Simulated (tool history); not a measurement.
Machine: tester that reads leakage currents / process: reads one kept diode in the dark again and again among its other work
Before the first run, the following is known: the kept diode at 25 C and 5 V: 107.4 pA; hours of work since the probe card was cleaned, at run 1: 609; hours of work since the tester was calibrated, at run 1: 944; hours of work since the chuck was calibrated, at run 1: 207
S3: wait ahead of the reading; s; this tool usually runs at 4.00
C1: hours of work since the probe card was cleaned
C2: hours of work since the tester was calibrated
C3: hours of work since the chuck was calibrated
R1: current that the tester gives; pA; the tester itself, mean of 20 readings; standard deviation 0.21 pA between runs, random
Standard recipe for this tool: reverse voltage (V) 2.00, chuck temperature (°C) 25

{"run": 1, "hour": 0.0, "reverse voltage (V)": 2.0, "chuck temperature (°C)": 25, "S3": 4.0, "C1": 609, "C2": 944, "C3": 207, "R1": 67.11}
{"run": 2, "hour": 46.1, "reverse voltage (V)": 2.0, "chuck temperature (°C)": 25, "S3": 4.0, "C1": 637, "C2": 972, "C3": 234, "R1": 66.91}
{"run": 3, "hour": 83.4, "reverse voltage (V)": 14.61, "chuck temperature (°C)": 25, "S3": 4.0, "C1": 659, "C2": 994, "C3": 257, "R1": 188.13}
{"run": 4, "hour": 115.7, "reverse voltage (V)": 14.61, "chuck temperature (°C)": 25, "S3": 4.0, "C1": 679, "C2": 1014, "C3": 276, "R1": 188.3}
{"run": 5, "hour": 162.0, "reverse voltage (V)": 2.0, "chuck temperature (°C)": 31, "S3": 4.0, "C1": 707, "C2": 1041, "C3": 304, "R1": 113.86}
{"run": 6, "hour": 196.1, "reverse voltage (V)": 2.0, "chuck temperature (°C)": 31, "S3": 4.0, "C1": 727, "C2": 1062, "C3": 325, "R1": 113.87}
{"run": 7, "hour": 219.0, "reverse voltage (V)": 2.0, "chuck temperature (°C)": 25, "S3": 4.0, "C1": 741, "C2": 1076, "C3": 338, "R1": 66.05}
{"run": 8, "hour": 251.6, "reverse voltage (V)": 2.0, "chuck temperature (°C)": 25, "S3": 1.54, "C1": 760, "C2": 1095, "C3": 358, "R1": 65.97}
{"run": 9, "hour": 280.3, "reverse voltage (V)": 2.0, "chuck temperature (°C)": 25, "S3": 1.54, "C1": 778, "C2": 1113, "C3": 375, "R1": 66.13}
{"run": 10, "hour": 315.7, "reverse voltage (V)": 2.0, "chuck temperature (°C)": 25, "S3": 1.54, "C1": 799, "C2": 1134, "C3": 396, "R1": 65.9}
{"run": 11, "hour": 360.9, "reverse voltage (V)": 8.24, "chuck temperature (°C)": 33, "S3": 2.31, "C1": 826, "C2": 1161, "C3": 423, "R1": 278.58}
{"run": 12, "hour": 387.5, "reverse voltage (V)": 8.24, "chuck temperature (°C)": 33, "S3": 2.31, "C1": 842, "C2": 1177, "C3": 439, "R1": 277.15}
{"run": 13, "hour": 410.8, "reverse voltage (V)": 8.24, "chuck temperature (°C)": 33, "S3": 2.31, "C1": 856, "C2": 1191, "C3": 453, "R1": 276.7}
{"run": 14, "hour": 430.7, "reverse voltage (V)": 8.24, "chuck temperature (°C)": 33, "S3": 0.76, "C1": 868, "C2": 1203, "C3": 465, "R1": 277.79}
{"run": 15, "hour": 458.3, "reverse voltage (V)": 16.13, "chuck temperature (°C)": 59, "S3": 4.0, "C1": 884, "C2": 1219, "C3": 482, "R1": 3149.61}
{"run": 16, "hour": 477.6, "reverse voltage (V)": 16.13, "chuck temperature (°C)": 59, "S3": 4.0, "C1": 896, "C2": 1231, "C3": 494, "R1": 3129.34}
{"run": 17, "hour": 522.6, "reverse voltage (V)": 2.0, "chuck temperature (°C)": 25, "S3": 0.44, "C1": 923, "C2": 1258, "C3": 521, "R1": 65.97}
{"run": 18, "hour": 548.2, "reverse voltage (V)": 2.4, "chuck temperature (°C)": 38, "S3": 2.96, "C1": 938, "C2": 1273, "C3": 536, "R1": 222.58}
{"run": 19, "hour": 579.1, "reverse voltage (V)": 2.0, "chuck temperature (°C)": 39, "S3": 4.0, "C1": 957, "C2": 1292, "C3": 554, "R1": 220.13}
{"run": 20, "hour": 611.4, "reverse voltage (V)": 3.6, "chuck temperature (°C)": 25, "S3": 3.82, "C1": 976, "C2": 1311, "C3": 574, "R1": 87.49}

What if the next run were any one of these 4? Each begins from the tool's condition after run 20:
{"run": "A", "hour": 657.4, "reverse voltage (V)": 5.69, "chuck temperature (°C)": 24, "S3": 8.51, "C1": 1004, "C2": 1339, "C3": 601, "R1": "?"}
{"run": "B", "hour": 657.4, "reverse voltage (V)": 2.0, "chuck temperature (°C)": 48, "S3": 4.0, "C1": 1004, "C2": 1339, "C3": 601, "R1": "?"}
{"run": "C", "hour": 657.4, "reverse voltage (V)": 7.9, "chuck temperature (°C)": 25, "S3": 9.67, "C1": 1004, "C2": 1339, "C3": 601, "R1": "?"}
{"run": "D", "hour": 657.4, "reverse voltage (V)": 3.77, "chuck temperature (°C)": 32, "S3": 0.33, "C1": 1004, "C2": 1339, "C3": 601, "R1": "?"}

run=A R1=101.16
run=B R1=456.07
run=C R1=133.01
run=D R1=168.81
With no hidden state in the tool, these same runs would have given:
run=A R1=104.48
run=B R1=484.23
run=C R1=136.87
run=D R1=178.01
